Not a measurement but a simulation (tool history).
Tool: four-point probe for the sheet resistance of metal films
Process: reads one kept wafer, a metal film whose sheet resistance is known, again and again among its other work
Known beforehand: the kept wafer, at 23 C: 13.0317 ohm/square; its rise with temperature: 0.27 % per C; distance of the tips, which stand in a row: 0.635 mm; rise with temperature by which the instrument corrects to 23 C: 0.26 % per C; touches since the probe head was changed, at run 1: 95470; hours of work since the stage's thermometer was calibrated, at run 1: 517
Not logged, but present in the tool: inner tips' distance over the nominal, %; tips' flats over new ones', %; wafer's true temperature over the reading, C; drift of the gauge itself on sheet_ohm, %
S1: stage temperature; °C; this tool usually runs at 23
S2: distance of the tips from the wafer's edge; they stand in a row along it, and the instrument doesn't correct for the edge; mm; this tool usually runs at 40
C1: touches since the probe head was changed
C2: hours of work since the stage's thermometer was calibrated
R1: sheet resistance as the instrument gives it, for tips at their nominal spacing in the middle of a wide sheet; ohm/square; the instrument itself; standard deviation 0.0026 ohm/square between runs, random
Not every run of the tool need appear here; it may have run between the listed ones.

run	hour	S1	S2	C1	C2	R1
1	0.0	23	40	95470	517	13.234755
2	17.6	23	40	96464	529	13.241603
3	33.9	23	32	97382	540	13.246557
4	64.0	23	40	99081	560	13.247582
# hour 81.3: new probe head fitted
5	89.9	23	40	485	577	12.999905
6	121.3	34	40	2257	598	13.006854
7	143.3	23	40	3499	613	12.997787
8	172.7	23	40	5153	632	13.001533
9	201.0	23	40	6754	652	13.004640
10	229.7	23	40	8372	671	13.004148
11	261.0	23	40	10138	692	13.005408
12	288.3	23	40	11683	710	13.009561
13	301.7	23	3	12436	719	13.313356
14	329.6	23	3	14013	738	13.313411
15	350.7	23	40	15200	752	13.011458
16	367.1	23	40	16127	763	13.017497
17	383.3	23	40	17043	774	13.021187
18	409.8	23	40	18538	792	13.018250
19	433.8	23	40	19894	808	13.016644
20	456.2	23	40	21155	823	13.017989
21	475.4	29	35	22242	836	13.032626
22	497.8	32	39	23504	851	13.032158
23	527.8	32	39	25196	871	13.029918
24	544.0	32	39	26112	882	13.030491
25	572.6	23	64	27727	901	13.028725
26	588.4	26	56	28615	912	13.029291
27	613.2	22	7	30015	928	13.080779
28	634.1	22	7	31197	943	13.089988
29	656.7	25	36	32473	958	13.032966
30	682.4	23	28	33924	975	13.035629
31	705.6	20	6	35233	991	13.108771
32	721.5	19	4	36130	1001	13.202912
33	741.6	21	24	37265	1015	13.042784
34	755.2	21	24	38032	1024	13.039642
35	776.5	21	38	39231	1038	13.034371
36	792.6	21	38	40143	1049	13.041593
37	808.1	21	38	41015	1059	13.042043
38	832.5	21	38	42396	1076	13.038707
39	845.9	21	38	43152	1085	13.047735

Alternative continuations, all from the tool just after run 39; predict every row:
A	863.4	20	40	44136	1097	?
B	863.4	34	35	44136	1097	?
C	863.4	25	12	44136	1097	?

run	R1
A	13.047598
B	13.054311
C	13.064422
What these runs would have given with no unlogged condition in the tool:
run	R1
A	13.034067
B	13.041114
C	13.050998
